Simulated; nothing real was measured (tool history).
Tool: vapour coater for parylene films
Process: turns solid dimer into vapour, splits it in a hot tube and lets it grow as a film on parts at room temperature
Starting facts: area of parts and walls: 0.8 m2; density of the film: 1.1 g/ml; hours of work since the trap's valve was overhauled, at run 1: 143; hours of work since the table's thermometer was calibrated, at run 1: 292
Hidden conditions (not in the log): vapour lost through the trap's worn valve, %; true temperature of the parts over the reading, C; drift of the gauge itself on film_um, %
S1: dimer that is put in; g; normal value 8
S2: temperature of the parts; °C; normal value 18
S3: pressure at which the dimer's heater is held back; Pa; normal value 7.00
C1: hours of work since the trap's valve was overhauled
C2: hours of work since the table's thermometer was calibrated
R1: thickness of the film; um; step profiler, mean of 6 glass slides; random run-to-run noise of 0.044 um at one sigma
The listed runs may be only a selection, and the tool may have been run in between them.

run	hour	S1	S2	S3	C1	C2	R1
1	0.0	8	18	7.00	143	292	6.12
2	14.2	8	18	7.00	153	302	6.10
3	31.2	8	18	7.00	165	314	6.01
4	49.0	8	18	7.00	177	326	6.05
5	68.8	8	18	7.00	191	340	6.12
6	86.0	8	18	7.00	203	351	6.03
7	105.4	8	18	7.00	216	365	5.97
8	128.7	8	18	7.00	232	381	6.03
9	142.0	8	18	4.81	242	390	6.12
10	164.6	8	18	4.81	257	406	6.19
11	185.4	8	18	7.00	272	420	6.04
12	212.4	8	18	7.00	290	439	5.95
13	224.9	8	18	2.64	299	448	6.38
14	246.7	8	18	2.64	314	463	6.38
15	259.0	8	18	7.00	322	471	5.85
16	273.0	8	18	7.00	332	481	5.93
17	283.9	8	18	7.00	340	488	5.90
18	309.9	8	18	7.00	358	506	5.85
19	321.1	8	18	7.00	365	514	5.87
20	345.5	8	18	7.00	382	531	5.88
21	362.0	8	28	7.00	394	542	4.21
22	380.4	8	28	7.00	406	555	4.15
23	399.6	8	28	7.00	420	568	4.19
24	426.0	5	21	5.91	438	587	3.31
25	441.1	5	21	5.91	448	597	3.32
26	458.2	8	20	5.91	460	609	5.48
27	482.9	8	20	5.91	477	626	5.49
28	508.9	8	15	3.11	495	644	6.72
29	534.4	8	19	7.50	513	662	5.53
30	557.9	8	19	7.50	529	678	5.46
31	578.5	5	13	3.35	543	692	4.45
32	602.2	5	13	3.35	560	709	4.43
33	618.7	8	11	4.89	571	720	7.41
34	630.8	7	24	3.99	580	728	4.21
# hour 649.8: trap's valve overhauled
35	657.6	7	24	3.99	5	744	4.65
36	680.6	5	29	3.99	21	760	2.82
37	702.2	6	12	7.00	36	775	5.69
38	722.2	6	12	7.00	50	789	5.65
39	741.5	6	20	7.00	63	802	4.40
40	766.1	8	22	7.00	80	819	5.38
41	787.4	5	10	5.88	95	834	5.07
42	813.3	5	28	2.71	113	852	2.99
43	836.9	5	28	2.71	129	868	2.90
44	862.1	5	28	2.71	147	886	2.95
45	887.1	5	19	2.71	164	903	3.97

Forecast each of these 3 alternatives for the next run:
A	910.4	8	18	7.00	180	919	?
B	910.4	6	24	3.78	180	919	?
C	910.4	13	18	6.03	180	919	?

run	R1
A	6.11
B	3.94
C	9.97
Stripped of hidden state, with their random variation kept, the same runs would have yielded:
run	R1
A	6.35
B	4.09
C	10.35
